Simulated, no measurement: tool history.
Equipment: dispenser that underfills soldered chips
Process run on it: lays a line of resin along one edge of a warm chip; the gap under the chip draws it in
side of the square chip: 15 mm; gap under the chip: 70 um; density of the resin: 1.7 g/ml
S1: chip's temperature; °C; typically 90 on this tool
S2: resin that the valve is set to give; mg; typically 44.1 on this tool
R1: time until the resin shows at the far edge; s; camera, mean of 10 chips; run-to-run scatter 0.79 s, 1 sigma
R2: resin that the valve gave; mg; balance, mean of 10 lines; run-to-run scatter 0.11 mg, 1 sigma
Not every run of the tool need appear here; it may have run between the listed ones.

{"run": 1, "hour": 0.0, "S1": 90, "S2": 44.1, "R1": 98.5, "R2": 43.25}
{"hour": 5.5, "done": "new syringe of resin"}
{"run": 2, "hour": 13.8, "S1": 80, "S2": 44.1, "R1": 145.1, "R2": 43.32}
{"hour": 20.5, "done": "new syringe of resin"}
{"run": 3, "hour": 24.4, "S1": 96, "S2": 44.1, "R1": 67.6, "R2": 43.24}
{"hour": 35.0, "done": "new syringe of resin"}
{"hour": 38.9, "done": "dispensing valve cleaned and set on the balance"}
{"run": 4, "hour": 40.0, "S1": 94, "S2": 44.1, "R1": 73.9, "R2": 44.17}
{"run": 5, "hour": 47.1, "S1": 94, "S2": 44.1, "R1": 88.5, "R2": 44.01}
{"hour": 50.6, "done": "new syringe of resin"}
{"run": 6, "hour": 56.4, "S1": 94, "S2": 44.1, "R1": 76, "R2": 44.06}
{"hour": 65.0, "done": "new syringe of resin"}
{"run": 7, "hour": 68.8, "S1": 90, "S2": 45.4, "R1": 85.7, "R2": 45.18}
{"hour": 79.6, "done": "new syringe of resin"}
{"run": 8, "hour": 80.6, "S1": 90, "S2": 45.4, "R1": 80.1, "R2": 44.98}
{"hour": 95.0, "done": "new syringe of resin"}
{"run": 9, "hour": 95.1, "S1": 90, "S2": 40.2, "R1": 78.5, "R2": 39.61}
{"run": 10, "hour": 103.3, "S1": 90, "S2": 44.1, "R1": 99, "R2": 43.69}
{"hour": 109.2, "done": "new syringe of resin"}
{"run": 11, "hour": 116.6, "S1": 90, "S2": 44.1, "R1": 97.2, "R2": 43.36}
{"hour": 123.8, "done": "new syringe of resin"}
{"run": 12, "hour": 124.2, "S1": 90, "S2": 54.8, "R1": 77.1, "R2": 53.7}
{"run": 13, "hour": 132.2, "S1": 90, "S2": 54.8, "R1": 94.4, "R2": 53.64}

What does the tool deliver on the next run?
{"hour": 138.4, "done": "new syringe of resin"}
{"run": 14, "hour": 143.3, "S1": 90, "S2": 54.2, "R1": "?", "R2": "?"}

Run 14 came out at R1 88.8 s, R2 53 mg.
Had the tool carried no hidden state, the very same run would have given R1 72 s, R2 54.09 mg.

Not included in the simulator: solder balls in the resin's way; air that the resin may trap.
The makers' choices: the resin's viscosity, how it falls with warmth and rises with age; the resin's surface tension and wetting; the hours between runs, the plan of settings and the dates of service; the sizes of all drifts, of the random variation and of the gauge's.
